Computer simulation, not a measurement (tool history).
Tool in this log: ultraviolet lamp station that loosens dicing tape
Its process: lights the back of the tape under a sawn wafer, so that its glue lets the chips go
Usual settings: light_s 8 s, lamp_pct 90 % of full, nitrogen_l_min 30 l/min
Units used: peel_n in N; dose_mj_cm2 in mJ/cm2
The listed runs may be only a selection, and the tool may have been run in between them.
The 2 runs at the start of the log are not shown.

| run | hour | light_s | lamp_pct | nitrogen_l_min | hours of work of the lamp | hours of work since the window was cleaned | peel_n | dose_mj_cm2 |
|---|---|---|---|---|---|---|---|---|
| 3 | 38.1 | 8 | 90 | 30 | 343 | 359 | 0.342 | 602 |
| 4 | 62.7 | 8 | 90 | 30 | 357 | 373 | 0.338 | 596 |
| 5 | 82.4 | 8 | 91 | 30 | 367 | 383 | 0.354 | 604 |
| 6 | 100.6 | 8 | 91 | 30 | 377 | 393 | 0.351 | 608 |
| 7 | 117.3 | 8 | 91 | 30 | 387 | 403 | 0.351 | 609 |
| 8 | 140.5 | 8 | 91 | 30 | 399 | 415 | 0.339 | 599 |
| 9 | 154.6 | 7 | 90 | 30 | 407 | 423 | 0.427 | 516 |
| 10 | 168.7 | 7 | 90 | 30 | 415 | 431 | 0.439 | 526 |
| 11 | 192.9 | 13 | 90 | 30 | 428 | 444 | 0.200 | 964 |
| 12 | 217.6 | 8 | 72 | 30 | 441 | 458 | 0.498 | 473 |
| 13 | 243.4 | 8 | 72 | 30 | 456 | 472 | 0.500 | 474 |
| 14 | 269.9 | 8 | 72 | 30 | 470 | 486 | 0.498 | 473 |
| 15 | 289.7 | 8 | 90 | 30 | 481 | 497 | 0.354 | 586 |
| 16 | 307.3 | 8 | 70 | 30 | 491 | 507 | 0.498 | 451 |
| 17 | 332.6 | 8 | 70 | 30 | 504 | 520 | 0.551 | 451 |
| 18 | 358.7 | 9 | 70 | 30 | 519 | 535 | 0.460 | 505 |
| 19 | 371.3 | 9 | 70 | 30 | 526 | 542 | 0.448 | 509 |
| 20 | 388.9 | 15 | 90 | 30 | 535 | 551 | 0.196 | 1087 |
| 21 | 403.6 | 8 | 90 | 32 | 543 | 559 | 0.343 | 579 |
| 22 | 428.1 | 8 | 90 | 21 | 557 | 573 | 0.461 | 578 |
| 23 | 443.3 | 8 | 90 | 29 | 565 | 581 | 0.368 | 573 |
| 24 | 464.3 | 8 | 70 | 24 | 577 | 593 | 0.608 | 441 |
| 25 | 485.9 | 14 | 70 | 15 | 588 | 604 | 0.364 | 779 |
| 26 | 510.1 | 14 | 70 | 15 | 602 | 618 | 0.359 | 779 |
| 27 | 532.4 | 5 | 78 | 15 | 614 | 630 | 1.245 | 303 |

Predict the results of run 28:
|  | 554.8 | window cleaned of glue's vapour |
| 28 | 558.5 | 8 | 90 | 17 | 628 | 2 | ? | ? |

{"run 28": {"peel_n": 0.514, "dose_mj_cm2": 593}}
Were there no unlogged condition in the tool, this run, its random variation unchanged, would have produced peel_n 0.443 N, dose_mj_cm2 655 mJ/cm2.

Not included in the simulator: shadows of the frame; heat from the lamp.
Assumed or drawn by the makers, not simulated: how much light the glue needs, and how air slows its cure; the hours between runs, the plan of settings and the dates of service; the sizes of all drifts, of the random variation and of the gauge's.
